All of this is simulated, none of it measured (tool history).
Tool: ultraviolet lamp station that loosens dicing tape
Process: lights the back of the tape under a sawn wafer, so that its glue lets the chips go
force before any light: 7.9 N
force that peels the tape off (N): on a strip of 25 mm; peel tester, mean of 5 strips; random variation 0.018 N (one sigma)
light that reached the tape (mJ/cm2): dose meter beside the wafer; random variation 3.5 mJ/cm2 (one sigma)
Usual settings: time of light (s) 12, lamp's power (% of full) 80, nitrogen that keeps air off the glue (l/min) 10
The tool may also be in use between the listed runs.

run	day	time of light (s)	lamp's power (% of full)	nitrogen that keeps air off the glue (l/min)	force that peels the tape off (N)	light that reached the tape (mJ/cm2)
1	0	12	80	10	1.315	455
# day 0.204: window cleaned of glue's vapour
2	1.162	12	80	10	0.944	544
3	2.129	12	80	10	0.944	541
4	3.104	12	80	10	1.015	548
5	3.604	12	80	10	0.958	540
6	4.583	12	61	10	1.489	413
7	5.667	12	61	10	1.555	410
8	6.325	12	76	10	1.103	514
9	7.062	7	80	10	2.222	314
10	8.246	12	60	10	1.547	401
11	8.858	17	60	10	0.918	566
12	10.029	17	60	10	0.872	566
13	10.779	17	60	10	0.918	562
14	11.467	17	60	10	0.92	564
15	12.496	14	80	10	0.774	613
16	13.342	9	80	10	1.642	395
17	14.321	12	80	10	1.068	517
18	15.371	12	80	11	0.998	514
19	15.929	16	80	11	0.593	691
20	16.683	16	80	11	0.597	693
21	17.483	16	80	11	0.603	685
22	18.083	16	80	11	0.6	679
23	18.958	16	80	11	0.604	680
24	19.612	9	99	11	1.167	470
25	20.392	16	90	11	0.507	758
26	21.129	12	80	8	1.215	506
27	21.871	14	67	8	1.214	489
28	22.688	16	67	8	1	559
29	23.262	16	67	8	1.009	561
30	24.275	16	91	7	0.601	757
31	24.788	16	91	7	0.603	749
32	25.429	13	79	10	1.037	533
33	25.917	12	80	10	1.135	502
34	26.446	10	91	3	1.907	467
35	27.004	10	91	3	1.998	465

The next listed run, before its measurement:
36	27.975	12	70	9	?	?

Run 36 gave force that peels the tape off (N) 1.498, light that reached the tape (mJ/cm2) 430.
Without the tool's hidden state the same run would have given force that peels the tape off (N) 1.159, light that reached the tape (mJ/cm2) 503.
